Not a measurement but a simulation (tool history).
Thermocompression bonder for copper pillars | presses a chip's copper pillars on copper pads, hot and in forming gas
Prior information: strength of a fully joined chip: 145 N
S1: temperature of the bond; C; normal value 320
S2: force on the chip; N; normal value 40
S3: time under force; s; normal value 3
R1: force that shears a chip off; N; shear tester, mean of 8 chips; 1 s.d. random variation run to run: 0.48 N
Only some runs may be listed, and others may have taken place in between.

| run | hour | S1 | S2 | S3 | R1 |
|---|---|---|---|---|---|
| 1 | 0.0 | 320 | 40 | 3 | 87.4 |
| 2 | 19.5 | 320 | 40 | 3 | 86.9 |
| 3 | 37.5 | 320 | 40 | 3 | 86.4 |
| 4 | 58.3 | 320 | 40 | 3 | 86.1 |
| 5 | 73.0 | 320 | 40 | 2 | 77.1 |
| 6 | 89.1 | 320 | 40 | 2 | 75.9 |
| 7 | 99.5 | 320 | 40 | 3 | 86.2 |
| 8 | 108.2 | 320 | 40 | 3 | 85.9 |
| 9 | 125.0 | 320 | 34 | 3 | 76.2 |
|  | 127.3 | forming gas filter changed |
| 10 | 140.5 | 320 | 34 | 3 | 76.3 |
| 11 | 152.1 | 320 | 40 | 3 | 86.4 |
| 12 | 171.4 | 320 | 40 | 3 | 85.4 |
| 13 | 189.3 | 295 | 40 | 3 | 71.4 |
| 14 | 206.3 | 295 | 40 | 3 | 71.4 |
| 15 | 220.9 | 314 | 40 | 3 | 81.6 |
|  | 233.8 | gauge calibrated |
| 16 | 241.5 | 338 | 40 | 4 | 104.8 |
| 17 | 254.2 | 304 | 40 | 4 | 86.1 |
| 18 | 269.9 | 304 | 40 | 4 | 86.0 |
| 19 | 279.0 | 320 | 27 | 6 | 82.0 |
| 20 | 299.0 | 333 | 36 | 7 | 110.0 |
| 21 | 318.9 | 333 | 36 | 7 | 109.0 |
| 22 | 338.0 | 333 | 36 | 7 | 109.3 |
| 23 | 355.6 | 333 | 36 | 7 | 107.3 |
| 24 | 376.4 | 333 | 36 | 7 | 109.7 |
| 25 | 390.5 | 333 | 37 | 7 | 109.4 |
|  | 394.4 | forming gas filter changed |
| 26 | 410.9 | 326 | 37 | 5 | 98.4 |
|  | 421.1 | gauge calibrated |
| 27 | 431.2 | 311 | 56 | 3 | 103.0 |
| 28 | 445.0 | 311 | 59 | 3 | 105.7 |
| 29 | 463.3 | 311 | 59 | 3 | 105.1 |

Each row is a separate what-if for the run after 29, all from the same tool condition, not one after another. Results?
| A | 478.0 | 336 | 40 | 2 | ? |
| B | 478.0 | 303 | 40 | 2 | ? |
| C | 478.0 | 300 | 59 | 3 | ? |
| D | 478.0 | 311 | 30 | 3 | ? |
| E | 478.0 | 320 | 40 | 6 | ? |

| run | R1 |
|---|---|
| A | 85.8 |
| B | 67.4 |
| C | 100.0 |
| D | 66.2 |
| E | 105.1 |
Had the tool no hidden state, the same runs would have come out as:
| run | R1 |
|---|---|
| A | 86.4 |
| B | 67.9 |
| C | 100.7 |
| D | 66.6 |
| E | 105.9 |
